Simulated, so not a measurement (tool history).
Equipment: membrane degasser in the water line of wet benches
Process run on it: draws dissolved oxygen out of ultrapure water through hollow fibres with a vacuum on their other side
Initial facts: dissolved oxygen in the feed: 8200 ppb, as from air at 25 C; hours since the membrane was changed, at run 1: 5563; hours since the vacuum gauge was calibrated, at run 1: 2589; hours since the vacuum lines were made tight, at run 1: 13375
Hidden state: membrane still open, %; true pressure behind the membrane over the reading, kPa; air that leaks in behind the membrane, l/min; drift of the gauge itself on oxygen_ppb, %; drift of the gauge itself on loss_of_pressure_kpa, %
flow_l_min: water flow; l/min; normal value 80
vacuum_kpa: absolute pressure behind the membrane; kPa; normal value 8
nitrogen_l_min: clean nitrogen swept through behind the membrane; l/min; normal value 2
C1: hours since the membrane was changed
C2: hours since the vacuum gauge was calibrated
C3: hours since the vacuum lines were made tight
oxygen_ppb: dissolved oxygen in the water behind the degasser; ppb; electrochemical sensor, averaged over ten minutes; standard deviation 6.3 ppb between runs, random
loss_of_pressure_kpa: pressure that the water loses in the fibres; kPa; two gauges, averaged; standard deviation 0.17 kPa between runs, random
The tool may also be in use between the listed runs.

run 1 day=0 | flow_l_min=80 vacuum_kpa=8 nitrogen_l_min=2 | C1=5563 C2=2589 C3=13375 | oxygen_ppb=673.4 loss_of_pressure_kpa=27.46
run 2 day=13.192 | flow_l_min=80 vacuum_kpa=8 nitrogen_l_min=2 | C1=5879 C2=2906 C3=13691 | oxygen_ppb=676.7 loss_of_pressure_kpa=27.7
run 3 day=19.833 | flow_l_min=80 vacuum_kpa=8 nitrogen_l_min=2 | C1=6039 C2=3065 C3=13851 | oxygen_ppb=672 loss_of_pressure_kpa=27.83
run 4 day=31.254 | flow_l_min=80 vacuum_kpa=8 nitrogen_l_min=1 | C1=6313 C2=3339 C3=14125 | oxygen_ppb=890.4 loss_of_pressure_kpa=27.71
run 5 day=43.925 | flow_l_min=80 vacuum_kpa=8 nitrogen_l_min=2 | C1=6617 C2=3643 C3=14429 | oxygen_ppb=675.4 loss_of_pressure_kpa=27.7
run 6 day=49.746 | flow_l_min=80 vacuum_kpa=9.65 nitrogen_l_min=2 | C1=6757 C2=3783 C3=14569 | oxygen_ppb=781.9 loss_of_pressure_kpa=27.82
run 7 day=59.742 | flow_l_min=80 vacuum_kpa=9.65 nitrogen_l_min=2 | C1=6996 C2=4023 C3=14808 | oxygen_ppb=792 loss_of_pressure_kpa=27.71
run 8 day=66.296 | flow_l_min=80 vacuum_kpa=9.65 nitrogen_l_min=2 | C1=7154 C2=4180 C3=14966 | oxygen_ppb=792.9 loss_of_pressure_kpa=27.64
run 9 day=73.683 | flow_l_min=80 vacuum_kpa=7.54 nitrogen_l_min=2 | C1=7331 C2=4358 C3=15143 | oxygen_ppb=649.1 loss_of_pressure_kpa=27.57
run 10 day=85.704 | flow_l_min=80 vacuum_kpa=7.54 nitrogen_l_min=0.91 | C1=7620 C2=4646 C3=15432 | oxygen_ppb=878.1 loss_of_pressure_kpa=27.59
-- day=86.329 vacuum gauge calibrated
run 11 day=93.2 | flow_l_min=80 vacuum_kpa=7.54 nitrogen_l_min=0.91 | C1=7799 C2=165 C3=15611 | oxygen_ppb=906.7 loss_of_pressure_kpa=27.83
run 12 day=106.921 | flow_l_min=80 vacuum_kpa=9.38 nitrogen_l_min=2 | C1=8128 C2=494 C3=15940 | oxygen_ppb=776.7 loss_of_pressure_kpa=27.65
-- day=113.767 seals of the vacuum lines changed
run 13 day=119.817 | flow_l_min=95 vacuum_kpa=8 nitrogen_l_min=2 | C1=8436 C2=802 C3=145 | oxygen_ppb=850.5 loss_of_pressure_kpa=33.43
run 14 day=130.229 | flow_l_min=95 vacuum_kpa=8 nitrogen_l_min=2 | C1=8686 C2=1052 C3=395 | oxygen_ppb=853.1 loss_of_pressure_kpa=33.12
run 15 day=143.125 | flow_l_min=58 vacuum_kpa=6.05 nitrogen_l_min=2.59 | C1=8995 C2=1361 C3=705 | oxygen_ppb=312.4 loss_of_pressure_kpa=20.35
run 16 day=152.646 | flow_l_min=72 vacuum_kpa=5.24 nitrogen_l_min=1.6 | C1=9224 C2=1590 C3=933 | oxygen_ppb=467.1 loss_of_pressure_kpa=25.43
run 17 day=159.662 | flow_l_min=72 vacuum_kpa=5.24 nitrogen_l_min=1.6 | C1=9392 C2=1758 C3=1101 | oxygen_ppb=466.1 loss_of_pressure_kpa=25.14
-- day=163.462 vacuum gauge calibrated, once more
run 18 day=168.867 | flow_l_min=72 vacuum_kpa=5.24 nitrogen_l_min=1.6 | C1=9613 C2=130 C3=1322 | oxygen_ppb=442 loss_of_pressure_kpa=25.26
run 19 day=178.175 | flow_l_min=103 vacuum_kpa=7.79 nitrogen_l_min=1.88 | C1=9836 C2=353 C3=1545 | oxygen_ppb=921.7 loss_of_pressure_kpa=36.1
run 20 day=189.758 | flow_l_min=85 vacuum_kpa=8 nitrogen_l_min=2 | C1=10114 C2=631 C3=1823 | oxygen_ppb=737.4 loss_of_pressure_kpa=29.79
run 21 day=199.833 | flow_l_min=104 vacuum_kpa=17.78 nitrogen_l_min=5.76 | C1=10356 C2=873 C3=2065 | oxygen_ppb=1027.7 loss_of_pressure_kpa=36.78
run 22 day=212.75 | flow_l_min=113 vacuum_kpa=8.16 nitrogen_l_min=1.41 | C1=10666 C2=1183 C3=2375 | oxygen_ppb=1198.1 loss_of_pressure_kpa=39.8
run 23 day=226.575 | flow_l_min=113 vacuum_kpa=8.16 nitrogen_l_min=1.41 | C1=10998 C2=1515 C3=2707 | oxygen_ppb=1190.6 loss_of_pressure_kpa=40.14
run 24 day=234.196 | flow_l_min=103 vacuum_kpa=13.05 nitrogen_l_min=0.91 | C1=11180 C2=1698 C3=2890 | oxygen_ppb=1838.6 loss_of_pressure_kpa=36.54
run 25 day=243.7 | flow_l_min=80 vacuum_kpa=19.48 nitrogen_l_min=2 | C1=11409 C2=1926 C3=3118 | oxygen_ppb=1436.8 loss_of_pressure_kpa=28.34

Consider 5 possible next runs. They are alternatives, not a sequence: every one starts from the tool as it was left by run 25. What does each give?
run A day=254.958 | flow_l_min=80 vacuum_kpa=8 nitrogen_l_min=1.46 | C1=11679 C2=2196 C3=3388 | oxygen_ppb=? loss_of_pressure_kpa=?
run B day=254.958 | flow_l_min=80 vacuum_kpa=19.48 nitrogen_l_min=2 | C1=11679 C2=2196 C3=3388 | oxygen_ppb=? loss_of_pressure_kpa=?
run C day=254.958 | flow_l_min=80 vacuum_kpa=19.48 nitrogen_l_min=0.93 | C1=11679 C2=2196 C3=3388 | oxygen_ppb=? loss_of_pressure_kpa=?
run D day=254.958 | flow_l_min=89 vacuum_kpa=6.41 nitrogen_l_min=1.89 | C1=11679 C2=2196 C3=3388 | oxygen_ppb=? loss_of_pressure_kpa=?
run E day=254.958 | flow_l_min=80 vacuum_kpa=6.75 nitrogen_l_min=2 | C1=11679 C2=2196 C3=3388 | oxygen_ppb=? loss_of_pressure_kpa=?

run=A oxygen_ppb=787.5 loss_of_pressure_kpa=28.78
run=B oxygen_ppb=1440 loss_of_pressure_kpa=28.28
run=C oxygen_ppb=2109.1 loss_of_pressure_kpa=28.74
run=D oxygen_ppb=690.2 loss_of_pressure_kpa=31.66
run=E oxygen_ppb=622.2 loss_of_pressure_kpa=28.28
With the hidden condition removed and each run's random variation left untouched, the same runs would have given:
run=A oxygen_ppb=721.4 loss_of_pressure_kpa=27.1
run=B oxygen_ppb=1384.3 loss_of_pressure_kpa=26.61
run=C oxygen_ppb=2061.3 loss_of_pressure_kpa=27.07
run=D oxygen_ppb=613.6 loss_of_pressure_kpa=29.79
run=E oxygen_ppb=554 loss_of_pressure_kpa=26.61
